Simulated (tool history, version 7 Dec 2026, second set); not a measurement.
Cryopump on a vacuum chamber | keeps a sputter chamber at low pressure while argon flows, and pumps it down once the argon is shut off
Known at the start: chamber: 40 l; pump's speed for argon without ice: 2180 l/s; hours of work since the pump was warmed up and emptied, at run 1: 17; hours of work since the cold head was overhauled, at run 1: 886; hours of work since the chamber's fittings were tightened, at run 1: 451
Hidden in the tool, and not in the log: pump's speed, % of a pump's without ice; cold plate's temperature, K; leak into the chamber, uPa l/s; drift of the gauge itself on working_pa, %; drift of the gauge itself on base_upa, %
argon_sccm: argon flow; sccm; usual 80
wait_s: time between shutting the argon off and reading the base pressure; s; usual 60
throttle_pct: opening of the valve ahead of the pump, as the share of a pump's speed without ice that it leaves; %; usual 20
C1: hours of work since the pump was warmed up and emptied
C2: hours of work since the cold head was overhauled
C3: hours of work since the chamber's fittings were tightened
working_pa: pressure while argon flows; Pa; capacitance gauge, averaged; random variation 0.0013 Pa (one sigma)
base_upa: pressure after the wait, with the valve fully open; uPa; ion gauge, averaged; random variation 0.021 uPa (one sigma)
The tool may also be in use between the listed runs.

Run 1, day 0: usual settings; C1 17; C2 886; C3 451. Result: working_pa 0.3118 Pa, base_upa 0.76 uPa.
Run 2, day 1.388: usual settings; C1 42; C2 911; C3 476. Result: working_pa 0.312 Pa, base_upa 0.82 uPa.
Run 3, day 2.362: usual settings; C1 60; C2 929; C3 494. Result: working_pa 0.3147 Pa, base_upa 0.78 uPa.
Run 4, day 4.1: usual settings; C1 91; C2 960; C3 525. Result: working_pa 0.3146 Pa, base_upa 0.85 uPa.
Run 5, day 5.725: usual settings but argon_sccm 68 sccm; C1 120; C2 990; C3 554. Result: working_pa 0.2697 Pa, base_upa 0.91 uPa.
Run 6, day 7.692: usual settings but argon_sccm 68 sccm; C1 156; C2 1025; C3 590. Result: working_pa 0.268 Pa, base_upa 0.94 uPa.
Run 7, day 9.067: usual settings but throttle_pct 25 %; C1 181; C2 1050; C3 615. Result: working_pa 0.2554 Pa, base_upa 0.92 uPa.
Run 8, day 10.508: usual settings but argon_sccm 128 sccm; C1 207; C2 1076; C3 641. Result: working_pa 0.5119 Pa, base_upa 0.93 uPa.
Run 9, day 11.379: usual settings; C1 222; C2 1091; C3 656. Result: working_pa 0.3182 Pa, base_upa 1.05 uPa.
Run 10, day 13.504: usual settings; C1 261; C2 1130; C3 695. Result: working_pa 0.323 Pa, base_upa 1.04 uPa.
Run 11, day 15.175: usual settings; C1 291; C2 1160; C3 725. Result: working_pa 0.3243 Pa, base_upa 1.07 uPa.
Run 12, day 16.45: usual settings; C1 314; C2 1183; C3 748. Result: working_pa 0.3248 Pa, base_upa 1.14 uPa.
Run 13, day 17.354: usual settings but argon_sccm 39 sccm, wait_s 23 s, throttle_pct 45 %; C1 330; C2 1199; C3 764. Result: working_pa 0.0735 Pa, base_upa 1.58 uPa.

Run 14 comes next. What will it give?
Run 14, day 18.279: usual settings but argon_sccm 39 sccm, wait_s 23 s, throttle_pct 45 %; C1 347; C2 1216; C3 781. Result: working_pa ?, base_upa ?.

Run 14 gave working_pa 0.0743 Pa, base_upa 1.57 uPa.
Without the tool's hidden state the same run would have given working_pa 0.0667 Pa, base_upa 0.79 uPa.
